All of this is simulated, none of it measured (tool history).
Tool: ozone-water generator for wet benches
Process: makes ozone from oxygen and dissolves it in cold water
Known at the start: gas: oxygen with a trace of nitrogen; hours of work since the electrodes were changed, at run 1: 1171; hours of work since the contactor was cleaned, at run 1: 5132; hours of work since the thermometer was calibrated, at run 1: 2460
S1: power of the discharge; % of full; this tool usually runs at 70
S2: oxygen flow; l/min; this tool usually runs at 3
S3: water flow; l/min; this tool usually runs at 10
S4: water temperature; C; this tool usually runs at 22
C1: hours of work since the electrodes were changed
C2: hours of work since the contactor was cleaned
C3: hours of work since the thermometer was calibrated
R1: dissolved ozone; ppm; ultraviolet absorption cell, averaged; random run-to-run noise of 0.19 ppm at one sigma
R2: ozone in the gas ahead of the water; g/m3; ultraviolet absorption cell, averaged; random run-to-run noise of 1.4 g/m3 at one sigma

run 1 hour=0 | S1=70 S2=3 S3=10 S4=22 | C1=1171 C2=5132 C3=2460 | R1=24.6 R2=258
run 2 hour=54.7 | S1=70 S2=3 S3=7 S4=22 | C1=1221 C2=5183 C3=2511 | R1=32.6 R2=257.9
-- hour=99.9 water thermometer calibrated
run 3 hour=105.2 | S1=70 S2=3 S3=10 S4=22 | C1=1268 C2=5229 C3=5 | R1=24.3 R2=258.1
run 4 hour=171.4 | S1=70 S2=3 S3=12 S4=22 | C1=1329 C2=5290 C3=66 | R1=20.7 R2=259.5
run 5 hour=214.9 | S1=70 S2=3.97 S3=10 S4=22 | C1=1369 C2=5330 C3=106 | R1=23.9 R2=224.2
run 6 hour=248.3 | S1=70 S2=3 S3=10 S4=17 | C1=1400 C2=5361 C3=137 | R1=26.3 R2=256.8
run 7 hour=318.3 | S1=70 S2=3 S3=10 S4=22 | C1=1465 C2=5426 C3=202 | R1=24.4 R2=256.6
run 8 hour=385.8 | S1=70 S2=3 S3=10 S4=22 | C1=1527 C2=5488 C3=264 | R1=24.2 R2=259.1
run 9 hour=419.9 | S1=70 S2=3 S3=10 S4=22 | C1=1558 C2=5520 C3=296 | R1=24.2 R2=257
run 10 hour=484.7 | S1=70 S2=3 S3=10 S4=22 | C1=1618 C2=5580 C3=356 | R1=24.3 R2=257.3
run 11 hour=539.7 | S1=70 S2=3 S3=10 S4=22 | C1=1669 C2=5631 C3=407 | R1=24.1 R2=258.7
run 12 hour=572 | S1=70 S2=3 S3=10 S4=22 | C1=1699 C2=5660 C3=436 | R1=24.4 R2=257.5
run 13 hour=623.6 | S1=87 S2=3 S3=10 S4=22 | C1=1747 C2=5708 C3=484 | R1=28.8 R2=308.1
run 14 hour=673.7 | S1=87 S2=3 S3=8 S4=22 | C1=1793 C2=5754 C3=530 | R1=34.7 R2=307.4
run 15 hour=740.6 | S1=49 S2=3 S3=10 S4=22 | C1=1855 C2=5816 C3=592 | R1=18 R2=190.1
run 16 hour=808.7 | S1=49 S2=3 S3=10 S4=22 | C1=1918 C2=5879 C3=655 | R1=18.2 R2=192.5
run 17 hour=846.4 | S1=49 S2=2.77 S3=10 S4=24 | C1=1953 C2=5914 C3=690 | R1=17.3 R2=199.2
run 18 hour=886.9 | S1=44 S2=4.04 S3=6 S4=14 | C1=1990 C2=5952 C3=728 | R1=27 R2=149
run 19 hour=958.3 | S1=46 S2=1.89 S3=7 S4=25 | C1=2056 C2=6018 C3=794 | R1=22.4 R2=231.4
run 20 hour=995.2 | S1=46 S2=1.89 S3=7 S4=25 | C1=2090 C2=6052 C3=828 | R1=22.2 R2=230.1
run 21 hour=1029 | S1=92 S2=1.57 S3=7 S4=15 | C1=2121 C2=6083 C3=859 | R1=45.1 R2=444.8
run 22 hour=1095.8 | S1=92 S2=1.57 S3=7 S4=15 | C1=2183 C2=6145 C3=921 | R1=45.1 R2=446.1
run 23 hour=1142 | S1=82 S2=4.67 S3=11 S4=19 | C1=2226 C2=6187 C3=963 | R1=25.3 R2=228.4
run 24 hour=1195 | S1=82 S2=4.67 S3=11 S4=19 | C1=2275 C2=6236 C3=1012 | R1=25.2 R2=227.3
run 25 hour=1253.9 | S1=70 S2=3.5 S3=10 S4=22 | C1=2329 C2=6291 C3=1067 | R1=23.7 R2=233.5
run 26 hour=1316.3 | S1=91 S2=4.11 S3=13 S4=24 | C1=2387 C2=6349 C3=1124 | R1=22.1 R2=264.9
run 27 hour=1374 | S1=91 S2=4.11 S3=13 S4=24 | C1=2440 C2=6402 C3=1178 | R1=22 R2=266.3
run 28 hour=1435.2 | S1=51 S2=4.11 S3=11 S4=21 | C1=2497 C2=6459 C3=1234 | R1=16.7 R2=164
run 29 hour=1485.5 | S1=70 S2=3 S3=13 S4=22 | C1=2544 C2=6505 C3=1281 | R1=18.5 R2=253.8
run 30 hour=1548.2 | S1=85 S2=1.81 S3=10 S4=23 | C1=2602 C2=6563 C3=1339 | R1=26.9 R2=382.5
run 31 hour=1612.2 | S1=85 S2=1.81 S3=13 S4=23 | C1=2661 C2=6622 C3=1398 | R1=20.6 R2=383.1
run 32 hour=1679.3 | S1=90 S2=3 S3=8 S4=22 | C1=2723 C2=6684 C3=1460 | R1=34.2 R2=304.8

What would each run have given without the hidden state, its run-to-run variation left as it was?
Unlogged tool condition in this case: yield of the discharge, % of new electrodes'; contactor's efficiency, % of a clean one's; true water temperature over the reading, C; drift of the gauge itself on ozone_ppm, %; drift of the gauge itself on gas_g_m3, %.
run=1 R1=26.2 R2=264.5
run=2 R1=34.6 R2=264.7
run=3 R1=26 R2=265
run=4 R1=22.2 R2=266.8
run=5 R1=25.6 R2=230.7
run=6 R1=28.2 R2=264.4
run=7 R1=26.2 R2=264.5
run=8 R1=26 R2=267.3
run=9 R1=26.1 R2=265.3
run=10 R1=26.1 R2=265.8
run=11 R1=26 R2=267.5
run=12 R1=26.3 R2=266.4
run=13 R1=31.4 R2=321.1
run=14 R1=37.7 R2=320.7
run=15 R1=19.3 R2=195.1
run=16 R1=19.5 R2=197.7
run=17 R1=18.6 R2=204.7
run=18 R1=28.6 R2=152.6
run=19 R1=23.8 R2=237.6
run=20 R1=23.7 R2=236.5
run=21 R1=49.3 R2=468.3
run=22 R1=49.4 R2=470.2
run=23 R1=28 R2=240
run=24 R1=27.8 R2=239.1
run=25 R1=26 R2=244.4
run=26 R1=24.7 R2=280.4
run=27 R1=24.6 R2=282.2
run=28 R1=18.2 R2=170.1
run=29 R1=20.6 R2=266.7
run=30 R1=30 R2=405.6
run=31 R1=23.1 R2=406.8
run=32 R1=38.2 R2=324.9
